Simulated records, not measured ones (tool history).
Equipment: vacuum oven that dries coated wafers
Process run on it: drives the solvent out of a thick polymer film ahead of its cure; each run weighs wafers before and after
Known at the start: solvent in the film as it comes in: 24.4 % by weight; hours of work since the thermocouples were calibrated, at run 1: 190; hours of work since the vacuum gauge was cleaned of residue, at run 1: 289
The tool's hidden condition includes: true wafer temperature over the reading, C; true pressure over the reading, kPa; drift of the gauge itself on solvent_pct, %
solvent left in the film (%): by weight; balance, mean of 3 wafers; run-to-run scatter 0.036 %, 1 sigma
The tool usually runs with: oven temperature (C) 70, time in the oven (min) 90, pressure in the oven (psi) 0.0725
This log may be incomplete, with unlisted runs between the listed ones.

run,hour,oven temperature (C),time in the oven (min),pressure in the oven (psi),hours of work since the thermocouples were calibrated,hours of work since the vacuum gauge was cleaned of residue,solvent left in the film (%)
1,0.0,70,90,0.0725,190,289,2.31
2,29.6,70,90,0.0725,212,311,2.26
3,62.5,70,90,0.0725,237,336,2.35
4,95.5,70,90,0.0725,262,361,2.27
5,124.1,70,107,0.0725,284,383,1.65
6,144.7,70,107,0.0725,300,399,1.59
7,174.9,70,107,0.0725,323,422,1.58
8,209.1,70,90,0.0725,349,448,2.31
9,239.6,70,90,0.0725,372,471,2.30
10,266.2,70,131,0.0725,392,491,1.00
11,283.6,70,108,0.0725,405,504,1.60
12,304.8,70,108,0.0725,421,520,1.55
13,327.5,70,79,0.0725,439,538,2.93
14,349.1,60,90,0.0725,455,554,6.83
15,377.9,74,148,0.0725,477,576,0.44
16,393.6,56,114,0.0725,489,588,7.25
17,424.8,56,149,0.1624,513,612,5.84
# hour 428.0: vacuum gauge cleaned of residue and calibrated
18,455.5,56,149,0.1624,535,21,5.79
19,475.2,70,50,0.2805,550,36,6.26
# hour 501.3: vacuum gauge cleaned of residue and calibrated, once more
20,504.3,70,50,0.2805,571,2,6.06
21,524.9,57,57,0.1384,586,18,11.51
22,543.2,57,76,0.1384,600,32,9.57
23,576.8,76,76,0.1384,626,57,1.23
24,596.6,68,118,0.1408,641,72,1.79
25,621.9,68,118,0.1408,660,92,1.79
26,638.7,70,90,0.1809,673,104,2.36
27,671.7,70,119,0.1677,698,130,1.36
28,686.7,70,104,0.0476,709,141,1.41

Describe how what the log doesn't record of the tool's condition differs between the last listed run preceding each entry between runs and the first listed run following it.
In the gap between runs 17 and 18: vacuum gauge cleaned of residue and calibrated (hour 428.0)
  true wafer temperature over the reading, C: 1 -> 1.03; true pressure over the reading, kPa: 0.271 -> 0.464
  what was measured, less what the result would be without the hidden state, solvent left in the film (%): -0.36 -> -0.24
In the gap between runs 19 and 20: vacuum gauge cleaned of residue and calibrated, once more (hour 501.3)
  true wafer temperature over the reading, C: 1.05 -> 1.08; true pressure over the reading, kPa: 0.47 -> 0.012
  what was measured, less what the result would be without the hidden state, solvent left in the film (%): -0.36 -> -0.54

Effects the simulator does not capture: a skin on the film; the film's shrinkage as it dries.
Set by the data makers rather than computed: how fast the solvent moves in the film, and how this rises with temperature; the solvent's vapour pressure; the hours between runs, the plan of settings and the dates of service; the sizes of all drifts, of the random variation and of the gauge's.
